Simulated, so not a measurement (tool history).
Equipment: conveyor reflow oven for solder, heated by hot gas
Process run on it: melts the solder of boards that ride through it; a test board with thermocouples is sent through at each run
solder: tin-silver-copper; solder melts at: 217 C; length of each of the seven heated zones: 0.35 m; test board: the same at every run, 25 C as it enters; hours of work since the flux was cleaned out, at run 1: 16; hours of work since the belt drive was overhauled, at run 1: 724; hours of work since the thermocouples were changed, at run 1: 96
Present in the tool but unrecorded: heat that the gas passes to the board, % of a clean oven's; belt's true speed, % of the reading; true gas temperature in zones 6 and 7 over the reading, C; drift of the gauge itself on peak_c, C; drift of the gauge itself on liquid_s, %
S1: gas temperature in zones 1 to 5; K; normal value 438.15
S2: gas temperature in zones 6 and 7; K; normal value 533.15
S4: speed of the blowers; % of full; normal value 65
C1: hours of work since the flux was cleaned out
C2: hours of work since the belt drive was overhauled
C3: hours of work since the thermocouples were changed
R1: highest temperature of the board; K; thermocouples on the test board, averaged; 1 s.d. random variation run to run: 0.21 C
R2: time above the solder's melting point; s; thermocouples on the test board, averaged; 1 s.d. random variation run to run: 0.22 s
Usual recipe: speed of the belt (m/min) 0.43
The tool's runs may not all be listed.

Run 1, hour 0: usual settings; C1 16; C2 724; C3 96. Result: R1 522.05 K, R2 68.8 s.
Run 2, hour 31.7: usual settings; C1 41; C2 749; C3 121. Result: R1 522.25 K, R2 68.4 s.
At hour 41.8: belt drive overhauled, speed set with a stopwatch.
Run 3, hour 92.7: usual settings; C1 86; C2 40; C3 165. Result: R1 522.35 K, R2 68.7 s.
Run 4, hour 129.6: usual settings; C1 115; C2 69; C3 195. Result: R1 522.05 K, R2 68.3 s.
Run 5, hour 177.7: usual settings; C1 152; C2 107; C3 232. Result: R1 521.95 K, R2 68.8 s.
Run 6, hour 219.4: usual settings; C1 185; C2 140; C3 265. Result: R1 521.65 K, R2 68.6 s.
Run 7, hour 277.9: usual settings but S4 71 % of full; C1 231; C2 186; C3 311. Result: R1 522.85 K, R2 70 s.
At hour 297.4: flux residue cleaned out of gas plates and filters.
Run 8, hour 337: usual settings but S4 71 % of full; C1 31; C2 228; C3 354. Result: R1 522.85 K, R2 70.2 s.
Run 9, hour 395: usual settings but S4 71 % of full; C1 77; C2 274; C3 399. Result: R1 523.15 K, R2 70 s.
Run 10, hour 421.1: usual settings but speed of the belt (m/min) 0.48; C1 97; C2 294; C3 420. Result: R1 518.75 K, R2 57.2 s.
Run 11, hour 459.2: usual settings but S2 538.15 K, speed of the belt (m/min) 0.5; C1 127; C2 324; C3 450. Result: R1 522.45 K, R2 57.1 s.
Run 12, hour 508.6: usual settings but S2 538.15 K, speed of the belt (m/min) 0.5; C1 166; C2 363; C3 489. Result: R1 522.05 K, R2 57.3 s.
Run 13, hour 545.4: usual settings but S1 451.15 K, speed of the belt (m/min) 0.497; C1 195; C2 392; C3 518. Result: R1 520.15 K, R2 61.2 s.
Run 14, hour 592.4: usual settings but S1 451.15 K, speed of the belt (m/min) 0.497; C1 232; C2 429; C3 554. Result: R1 519.95 K, R2 61.2 s.
At hour 612.2: flux residue cleaned out of gas plates and filters.
Run 15, hour 633.6: usual settings but speed of the belt (m/min) 0.446, S4 80 % of full; C1 17; C2 458; C3 583. Result: R1 523.35 K, R2 68.2 s.
Run 16, hour 677.3: usual settings but speed of the belt (m/min) 0.446, S4 80 % of full; C1 51; C2 492; C3 617. Result: R1 522.85 K, R2 68.1 s.
Run 17, hour 720.7: usual settings but S2 524.15 K, speed of the belt (m/min) 0.446, S4 80 % of full; C1 85; C2 526; C3 652. Result: R1 515.05 K, R2 60.3 s.
Run 18, hour 749: usual settings but S2 526.15 K, speed of the belt (m/min) 0.424, S4 80 % of full; C1 108; C2 548; C3 674. Result: R1 518.05 K, R2 67.3 s.
Run 19, hour 808.6: usual settings but S2 543.15 K, speed of the belt (m/min) 0.424, S4 81 % of full; C1 154; C2 595; C3 721. Result: R1 533.75 K, R2 80.4 s.
Run 20, hour 847.1: usual settings but S2 543.15 K, speed of the belt (m/min) 0.424, S4 81 % of full; C1 185; C2 625; C3 751. Result: R1 533.95 K, R2 80.1 s.

What if the next run were any one of these 3? Each begins from the tool's condition after run 20:
Run A, hour 885.1: usual settings but S2 540.15 K, speed of the belt (m/min) 0.389, S4 70 % of full; C1 215; C2 655; C3 781. Result: R1 ?, R2 ?.
Run B, hour 885.1: usual settings but S1 432.15 K, S2 546.15 K, speed of the belt (m/min) 0.475; C1 215; C2 655; C3 781. Result: R1 ?, R2 ?.
Run C, hour 885.1: usual settings but S1 452.15 K, S2 548.15 K, speed of the belt (m/min) 0.424, S4 81 % of full; C1 215; C2 655; C3 781. Result: R1 ?, R2 ?.

run      R1    R2
  A  531.65  86.3
  B  530.15  65.3
  C  539.85  88.8
Without the tool's hidden state the same runs would have given:
run      R1    R2
  A  531.75  86.3
  B  530.25  65.3
  C  539.85  88.9
